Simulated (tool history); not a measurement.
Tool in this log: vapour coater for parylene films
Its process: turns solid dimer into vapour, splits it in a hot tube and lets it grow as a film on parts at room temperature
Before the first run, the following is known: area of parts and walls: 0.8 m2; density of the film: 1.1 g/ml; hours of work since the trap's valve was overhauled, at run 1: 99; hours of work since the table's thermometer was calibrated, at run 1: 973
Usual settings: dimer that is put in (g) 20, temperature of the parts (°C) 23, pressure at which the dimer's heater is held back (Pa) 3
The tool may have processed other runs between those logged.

run	day	dimer that is put in (g)	temperature of the parts (°C)	pressure at which the dimer's heater is held back (Pa)	hours of work since the trap's valve was overhauled	hours of work since the table's thermometer was calibrated	thickness of the film (nm)
1	0	20	23	3	99	973	15960
2	1.104	20	23	3	120	994	16230
3	1.792	20	17	3	133	1007	21010
4	2.704	20	23	3	151	1024	15810
5	3.517	27	23	3	166	1040	21230
6	4.504	27	23	4.53	185	1058	20660
7	5.342	27	23	4.53	200	1074	20330
8	6.104	27	23	4.53	215	1089	20370
# day 6.217: table's thermometer calibrated
# day 7.25: trap's valve overhauled
9	7.608	9	27	3.93	7	23	6050
10	8.821	17	23	3	30	46	13740
# day 9.133: table's thermometer calibrated, once more
11	9.529	10	23	9.66	42	8	7740
12	10.35	24	23	3.8	58	23	19880
13	11.271	16	21	4.72	75	40	14280
14	12.238	9	22	3	94	59	7760
15	13.262	10	19	4.38	113	78	9550

Below, each run's measurement less what the same run would have read without the hidden state. Both values contain the same run-to-run variation, but the gauge's scatter may not be the same in both:
The hidden state here: vapour lost through the trap's worn valve, %; true temperature of the parts over the reading, C; drift of the gauge itself on film_um, %.
run	thickness of the film (nm)
1	-880
2	-1030
3	-1360
4	-1190
5	-1720
6	-1820
7	-1930
8	-2050
9	-220
10	-620
11	-60
12	-250
13	-290
14	-210
15	-320
